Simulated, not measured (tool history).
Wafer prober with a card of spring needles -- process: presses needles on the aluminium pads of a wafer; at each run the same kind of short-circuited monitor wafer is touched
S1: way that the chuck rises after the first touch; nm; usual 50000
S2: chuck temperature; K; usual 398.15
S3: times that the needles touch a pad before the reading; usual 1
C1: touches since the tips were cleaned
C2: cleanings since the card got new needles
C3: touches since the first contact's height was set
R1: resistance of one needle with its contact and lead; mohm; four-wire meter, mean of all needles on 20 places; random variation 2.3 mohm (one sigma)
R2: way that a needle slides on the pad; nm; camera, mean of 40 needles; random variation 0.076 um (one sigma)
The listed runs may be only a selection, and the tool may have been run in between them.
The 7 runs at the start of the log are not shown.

run	hour	S1	S2	S3	C1	C2	C3	R1	R2
# hour 156.1: tips cleaned on abrasive film
8	163.5	50000	398.15	1	3342	74	15987	423	9850
# hour 174.2: tips cleaned on abrasive film
9	189.4	50000	398.15	1	6860	75	27661	449	9860
# hour 194.3: tips cleaned on abrasive film
# hour 212.4: tips cleaned on abrasive film
10	218.5	50000	398.15	1	2770	77	40772	425	9850
# hour 230.8: tips cleaned on abrasive film
11	240.3	50000	316.15	1	4295	78	50597	445	9720
# hour 250.2: tips cleaned on abrasive film
12	260.0	50000	398.15	1	4437	79	59453	446	9840
# hour 270.3: height of the first contact set anew, once more
# hour 270.4: tips cleaned on abrasive film
13	281.6	50000	398.15	2	5066	80	5066	358	10580
# hour 290.2: tips cleaned on abrasive film
14	299.2	50000	398.15	3	4070	81	12999	324	10620
# hour 308.9: tips cleaned on abrasive film
15	317.5	50000	398.15	3	3854	82	21220	319	10640
# hour 328.1: tips cleaned on abrasive film
16	344.3	50000	398.15	2	7319	83	33321	365	10600
# hour 346.8: tips cleaned on abrasive film
# hour 366.5: tips cleaned on abrasive film
17	374.2	42000	311.15	2	3451	85	46754	392	9020
# hour 384.9: tips cleaned on abrasive film
18	390.1	50000	398.15	2	2372	86	53933	346	10490
# hour 402.9: tips cleaned on abrasive film
19	416.5	41000	398.15	2	6131	87	65815	417	8570
# hour 420.9: tips cleaned on abrasive film
# hour 438.9: tips cleaned on abrasive film
20	446.7	41000	398.15	2	3560	89	79421	413	8500
# hour 458.9: tips cleaned on abrasive film
21	465.0	41000	353.15	2	2771	90	87639	394	8640
# hour 477.3: tips cleaned on abrasive film
22	488.1	41000	353.15	2	4895	91	98071	423	8520
# hour 496.0: tips cleaned on abrasive film
23	503.1	53000	313.15	2	3190	92	104788	333	11080
# hour 515.4: tips cleaned on abrasive film
24	520.2	53000	313.15	2	2188	93	112502	320	11030
# hour 533.2: tips cleaned on abrasive film
25	539.7	53000	313.15	2	2945	94	121302	334	11070
# hour 551.1: tips cleaned on abrasive film
26	565.9	50000	360.15	2	6721	95	133107	373	10280
# hour 570.4: tips cleaned on abrasive film
27	587.7	67000	397.15	1	7829	96	142930	366	13920
# hour 589.2: tips cleaned on abrasive film
# hour 607.1: tips cleaned on abrasive film
28	607.1	68000	398.15	1	0	98	151633	267	14140
# hour 626.1: tips cleaned on abrasive film
29	632.6	61000	398.15	2	2923	99	163093	331	12490
# hour 645.0: tips cleaned on abrasive film
30	661.5	50000	317.15	1	7475	100	176143	460	10330
# hour 663.8: tips cleaned on abrasive film
31	680.9	69000	323.15	2	7750	101	184905	312	14350
# hour 683.2: tips cleaned on abrasive film
# hour 701.2: tips cleaned on abrasive film
32	706.4	69000	323.15	2	2382	103	196353	298	14200

Predict each of these 3 candidate next runs independently; none follows another, all start after run 32:
# hour 720.1: tips cleaned on abrasive film
# hour 720.4: height of the first contact set anew
A	737.1	37000	319.15	1	7552	104	7552	?	?
# hour 720.1: tips cleaned on abrasive film
# hour 720.4: height of the first contact set anew
B	737.1	50000	398.15	1	7552	104	7552	?	?
# hour 720.1: tips cleaned on abrasive film
# hour 720.4: height of the first contact set anew
C	737.1	69000	323.15	2	7552	104	7552	?	?

run	R1	R2
A	612	7960
B	440	10720
C	306	14770
Take away the tool's hidden state, keep each run's random variation, and the runs would have read:
run	R1	R2
A	247	7960
B	257	10720
C	234	14770
